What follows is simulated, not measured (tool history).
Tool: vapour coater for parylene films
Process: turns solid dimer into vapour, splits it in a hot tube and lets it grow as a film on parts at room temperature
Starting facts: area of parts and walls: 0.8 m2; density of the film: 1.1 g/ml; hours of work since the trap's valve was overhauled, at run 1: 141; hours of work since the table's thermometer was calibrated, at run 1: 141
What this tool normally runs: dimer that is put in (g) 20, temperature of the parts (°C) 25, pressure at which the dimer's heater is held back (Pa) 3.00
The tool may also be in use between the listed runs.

| run | hour | dimer that is put in (g) | temperature of the parts (°C) | pressure at which the dimer's heater is held back (Pa) | hours of work since the trap's valve was overhauled | hours of work since the table's thermometer was calibrated | thickness of the film (um) |
|---|---|---|---|---|---|---|---|
| 1 | 0.0 | 20 | 25 | 3.00 | 141 | 141 | 16.82 |
| 2 | 10.4 | 11 | 25 | 3.00 | 150 | 150 | 9.13 |
| 3 | 20.9 | 12 | 25 | 3.00 | 159 | 159 | 9.96 |
| 4 | 35.7 | 12 | 25 | 3.00 | 172 | 172 | 9.91 |
| 5 | 52.8 | 12 | 25 | 3.00 | 186 | 186 | 9.80 |
| 6 | 74.6 | 12 | 25 | 3.00 | 205 | 205 | 9.72 |
| 7 | 91.3 | 12 | 25 | 3.00 | 219 | 219 | 9.79 |
| 8 | 115.3 | 20 | 25 | 3.00 | 240 | 240 | 16.21 |
| 9 | 127.1 | 20 | 25 | 3.00 | 250 | 250 | 15.84 |
| 10 | 139.5 | 20 | 25 | 7.15 | 260 | 260 | 15.28 |
| 11 | 150.7 | 20 | 25 | 7.15 | 270 | 270 | 15.18 |
| 12 | 169.8 | 20 | 25 | 7.15 | 286 | 286 | 15.17 |
|  | 192.9 | trap's valve overhauled |
| 13 | 196.5 | 20 | 25 | 7.15 | 3 | 305 | 14.04 |
| 14 | 211.9 | 20 | 25 | 3.00 | 16 | 318 | 14.47 |
| 15 | 222.7 | 30 | 25 | 3.00 | 25 | 328 | 21.96 |
| 16 | 236.3 | 30 | 25 | 3.00 | 37 | 339 | 22.16 |
| 17 | 255.2 | 30 | 25 | 3.00 | 53 | 355 | 21.72 |
|  | 272.7 | trap's valve overhauled, once more |
| 18 | 272.7 | 30 | 25 | 3.00 | 0 | 367 | 26.01 |
| 19 | 285.8 | 20 | 25 | 3.00 | 11 | 378 | 17.11 |
| 20 | 307.9 | 26 | 24 | 2.40 | 30 | 397 | 23.40 |
| 21 | 327.6 | 26 | 24 | 2.40 | 47 | 414 | 23.04 |
| 22 | 341.9 | 8 | 28 | 2.40 | 59 | 426 | 6.46 |
| 23 | 360.9 | 20 | 24 | 3.00 | 75 | 442 | 17.49 |
| 24 | 372.5 | 20 | 25 | 8.73 | 85 | 452 | 15.87 |
| 25 | 394.5 | 20 | 25 | 8.73 | 104 | 471 | 15.70 |
| 26 | 415.3 | 20 | 25 | 8.73 | 121 | 488 | 15.80 |
| 27 | 430.5 | 20 | 25 | 8.73 | 134 | 501 | 15.70 |
| 28 | 450.3 | 19 | 26 | 2.82 | 151 | 518 | 15.35 |
| 29 | 469.6 | 29 | 19 | 2.26 | 168 | 535 | 27.99 |
| 30 | 489.4 | 22 | 19 | 4.50 | 185 | 551 | 20.06 |
| 31 | 507.1 | 28 | 21 | 3.00 | 200 | 566 | 25.01 |
| 32 | 518.5 | 20 | 23 | 11.38 | 209 | 576 | 15.96 |
| 33 | 537.6 | 9 | 25 | 3.00 | 226 | 592 | 7.36 |
| 34 | 558.8 | 20 | 19 | 10.23 | 244 | 610 | 17.31 |
| 35 | 568.6 | 20 | 19 | 10.23 | 252 | 619 | 17.28 |
| 36 | 592.4 | 34 | 21 | 8.94 | 272 | 639 | 27.89 |
| 37 | 605.1 | 34 | 21 | 8.94 | 283 | 650 | 27.55 |

How the hidden state differs across the entries between the runs, from the last listed run before each to the first after it:
In the gap between runs 12 and 13: trap's valve overhauled (hour 192.9)
  vapour lost through the trap's worn valve, %: 9.9 -> 15.3; true temperature of the parts over the reading, C: 0.35 -> 0.37
  measured less the result without the state, thickness of the film (um): -1.81 -> -2.67
In the gap between runs 17 and 18: trap's valve overhauled, once more (hour 272.7)
  vapour lost through the trap's worn valve, %: 16.7 -> 0.3; true temperature of the parts over the reading, C: 0.43 -> 0.44
  measured less the result without the state, thickness of the film (um): -4.63 -> -0.34

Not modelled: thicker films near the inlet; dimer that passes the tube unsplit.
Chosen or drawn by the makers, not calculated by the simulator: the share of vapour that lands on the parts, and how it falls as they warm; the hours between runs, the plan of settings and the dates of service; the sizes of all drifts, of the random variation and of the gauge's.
